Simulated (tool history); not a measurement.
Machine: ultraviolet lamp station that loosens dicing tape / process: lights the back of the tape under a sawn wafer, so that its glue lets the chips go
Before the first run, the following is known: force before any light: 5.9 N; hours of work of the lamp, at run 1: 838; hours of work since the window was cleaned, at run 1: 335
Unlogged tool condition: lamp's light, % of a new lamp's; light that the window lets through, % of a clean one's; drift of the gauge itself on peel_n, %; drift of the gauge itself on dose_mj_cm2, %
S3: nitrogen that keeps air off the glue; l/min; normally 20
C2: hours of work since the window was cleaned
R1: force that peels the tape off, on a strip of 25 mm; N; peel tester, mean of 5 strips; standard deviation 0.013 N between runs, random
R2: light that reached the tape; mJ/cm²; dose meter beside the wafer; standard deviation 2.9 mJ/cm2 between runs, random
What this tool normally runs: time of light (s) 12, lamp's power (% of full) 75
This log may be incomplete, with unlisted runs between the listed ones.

{"run": 1, "hour": 0.0, "time of light (s)": 12, "lamp's power (% of full)": 75, "S3": 20, "hours of work of the lamp": 838, "C2": 335, "R1": 1.164, "R2": 284}
{"run": 2, "hour": 29.4, "time of light (s)": 12, "lamp's power (% of full)": 75, "S3": 20, "hours of work of the lamp": 853, "C2": 350, "R1": 1.177, "R2": 280}
{"run": 3, "hour": 60.7, "time of light (s)": 12, "lamp's power (% of full)": 75, "S3": 20, "hours of work of the lamp": 869, "C2": 366, "R1": 1.179, "R2": 280}
{"run": 4, "hour": 85.7, "time of light (s)": 12, "lamp's power (% of full)": 75, "S3": 20, "hours of work of the lamp": 882, "C2": 379, "R1": 1.186, "R2": 276}
{"run": 5, "hour": 113.2, "time of light (s)": 12, "lamp's power (% of full)": 75, "S3": 20, "hours of work of the lamp": 896, "C2": 393, "R1": 1.261, "R2": 275}
{"hour": 119.6, "done": "lamp changed"}
{"run": 6, "hour": 142.5, "time of light (s)": 12, "lamp's power (% of full)": 75, "S3": 20, "hours of work of the lamp": 12, "C2": 408, "R1": 0.684, "R2": 388}
{"run": 7, "hour": 167.3, "time of light (s)": 12, "lamp's power (% of full)": 75, "S3": 20, "hours of work of the lamp": 25, "C2": 421, "R1": 0.696, "R2": 384}
{"run": 8, "hour": 204.7, "time of light (s)": 12, "lamp's power (% of full)": 75, "S3": 18, "hours of work of the lamp": 44, "C2": 440, "R1": 0.741, "R2": 383}
{"run": 9, "hour": 226.3, "time of light (s)": 12, "lamp's power (% of full)": 75, "S3": 7, "hours of work of the lamp": 55, "C2": 451, "R1": 1.41, "R2": 386}
{"run": 10, "hour": 246.3, "time of light (s)": 12, "lamp's power (% of full)": 75, "S3": 18, "hours of work of the lamp": 66, "C2": 461, "R1": 0.787, "R2": 377}
{"run": 11, "hour": 275.7, "time of light (s)": 12, "lamp's power (% of full)": 75, "S3": 18, "hours of work of the lamp": 81, "C2": 477, "R1": 0.808, "R2": 377}
{"run": 12, "hour": 304.4, "time of light (s)": 12, "lamp's power (% of full)": 75, "S3": 6, "hours of work of the lamp": 96, "C2": 492, "R1": 1.597, "R2": 375}
{"run": 13, "hour": 339.1, "time of light (s)": 12, "lamp's power (% of full)": 75, "S3": 6, "hours of work of the lamp": 114, "C2": 510, "R1": 1.589, "R2": 372}
{"run": 14, "hour": 362.6, "time of light (s)": 12, "lamp's power (% of full)": 67, "S3": 20, "hours of work of the lamp": 126, "C2": 522, "R1": 0.933, "R2": 330}
{"run": 15, "hour": 380.4, "time of light (s)": 12, "lamp's power (% of full)": 67, "S3": 20, "hours of work of the lamp": 135, "C2": 531, "R1": 0.933, "R2": 325}
{"run": 16, "hour": 406.9, "time of light (s)": 12, "lamp's power (% of full)": 67, "S3": 20, "hours of work of the lamp": 149, "C2": 545, "R1": 0.952, "R2": 322}
{"run": 17, "hour": 424.6, "time of light (s)": 12, "lamp's power (% of full)": 67, "S3": 20, "hours of work of the lamp": 158, "C2": 554, "R1": 0.94, "R2": 318}
{"run": 18, "hour": 452.3, "time of light (s)": 12, "lamp's power (% of full)": 75, "S3": 20, "hours of work of the lamp": 172, "C2": 568, "R1": 0.825, "R2": 355}
{"run": 19, "hour": 475.5, "time of light (s)": 12, "lamp's power (% of full)": 75, "S3": 20, "hours of work of the lamp": 184, "C2": 580, "R1": 0.777, "R2": 355}
{"hour": 479.6, "done": "window cleaned of glue's vapour"}
{"run": 20, "hour": 501.8, "time of light (s)": 12, "lamp's power (% of full)": 75, "S3": 20, "hours of work of the lamp": 198, "C2": 11, "R1": 0.897, "R2": 334}
{"run": 21, "hour": 526.2, "time of light (s)": 8, "lamp's power (% of full)": 77, "S3": 7, "hours of work of the lamp": 210, "C2": 24, "R1": 2.534, "R2": 226}
{"run": 22, "hour": 555.0, "time of light (s)": 9, "lamp's power (% of full)": 77, "S3": 7, "hours of work of the lamp": 225, "C2": 39, "R1": 2.202, "R2": 250}
{"run": 23, "hour": 584.7, "time of light (s)": 11, "lamp's power (% of full)": 75, "S3": 20, "hours of work of the lamp": 240, "C2": 54, "R1": 1.084, "R2": 299}
{"run": 24, "hour": 625.8, "time of light (s)": 11, "lamp's power (% of full)": 75, "S3": 20, "hours of work of the lamp": 262, "C2": 76, "R1": 1.103, "R2": 297}
{"hour": 642.3, "done": "window cleaned of glue's vapour, once more"}
{"run": 25, "hour": 656.1, "time of light (s)": 12, "lamp's power (% of full)": 75, "S3": 8, "hours of work of the lamp": 277, "C2": 7, "R1": 1.346, "R2": 368}
{"run": 26, "hour": 693.4, "time of light (s)": 12, "lamp's power (% of full)": 86, "S3": 18, "hours of work of the lamp": 296, "C2": 26, "R1": 0.639, "R2": 433}
{"run": 27, "hour": 723.4, "time of light (s)": 6, "lamp's power (% of full)": 93, "S3": 18, "hours of work of the lamp": 312, "C2": 42, "R1": 1.678, "R2": 227}
{"run": 28, "hour": 746.0, "time of light (s)": 6, "lamp's power (% of full)": 93, "S3": 18, "hours of work of the lamp": 324, "C2": 54, "R1": 1.679, "R2": 227}
{"run": 29, "hour": 780.5, "time of light (s)": 6, "lamp's power (% of full)": 93, "S3": 18, "hours of work of the lamp": 341, "C2": 72, "R1": 1.705, "R2": 230}
{"run": 30, "hour": 811.1, "time of light (s)": 9, "lamp's power (% of full)": 78, "S3": 30, "hours of work of the lamp": 357, "C2": 87, "R1": 0.945, "R2": 284}
{"run": 31, "hour": 849.0, "time of light (s)": 20, "lamp's power (% of full)": 82, "S3": 37, "hours of work of the lamp": 377, "C2": 107, "R1": 0.243, "R2": 643}
{"run": 32, "hour": 880.6, "time of light (s)": 20, "lamp's power (% of full)": 82, "S3": 37, "hours of work of the lamp": 393, "C2": 123, "R1": 0.244, "R2": 645}
{"run": 33, "hour": 900.9, "time of light (s)": 18, "lamp's power (% of full)": 81, "S3": 7, "hours of work of the lamp": 404, "C2": 134, "R1": 0.747, "R2": 571}
{"run": 34, "hour": 936.7, "time of light (s)": 16, "lamp's power (% of full)": 65, "S3": 7, "hours of work of the lamp": 422, "C2": 152, "R1": 1.328, "R2": 405}
{"run": 35, "hour": 975.6, "time of light (s)": 16, "lamp's power (% of full)": 65, "S3": 7, "hours of work of the lamp": 442, "C2": 172, "R1": 1.329, "R2": 391}
{"run": 36, "hour": 1014.7, "time of light (s)": 20, "lamp's power (% of full)": 65, "S3": 7, "hours of work of the lamp": 463, "C2": 193, "R1": 0.984, "R2": 488}
{"run": 37, "hour": 1037.4, "time of light (s)": 12, "lamp's power (% of full)": 75, "S3": 9, "hours of work of the lamp": 474, "C2": 204, "R1": 1.406, "R2": 337}

Here are 4 independent what-if runs from the current tool condition. What would each one return?
{"run": "A", "hour": 1065.7, "time of light (s)": 12, "lamp's power (% of full)": 77, "S3": 8, "hours of work of the lamp": 489, "C2": 219, "R1": "?", "R2": "?"}
{"run": "B", "hour": 1065.7, "time of light (s)": 12, "lamp's power (% of full)": 93, "S3": 9, "hours of work of the lamp": 489, "C2": 219, "R1": "?", "R2": "?"}
{"run": "C", "hour": 1065.7, "time of light (s)": 6, "lamp's power (% of full)": 87, "S3": 25, "hours of work of the lamp": 489, "C2": 219, "R1": "?", "R2": "?"}
{"run": "D", "hour": 1065.7, "time of light (s)": 12, "lamp's power (% of full)": 75, "S3": 7, "hours of work of the lamp": 489, "C2": 219, "R1": "?", "R2": "?"}

run=A R1=1.484 R2=342
run=B R1=1.038 R2=414
run=C R1=1.713 R2=196
run=D R1=1.623 R2=335
Without the tool's hidden state the same runs would have given:
run=A R1=1.060 R2=435
run=B R1=0.703 R2=527
run=C R1=1.256 R2=249
run=D R1=1.179 R2=428

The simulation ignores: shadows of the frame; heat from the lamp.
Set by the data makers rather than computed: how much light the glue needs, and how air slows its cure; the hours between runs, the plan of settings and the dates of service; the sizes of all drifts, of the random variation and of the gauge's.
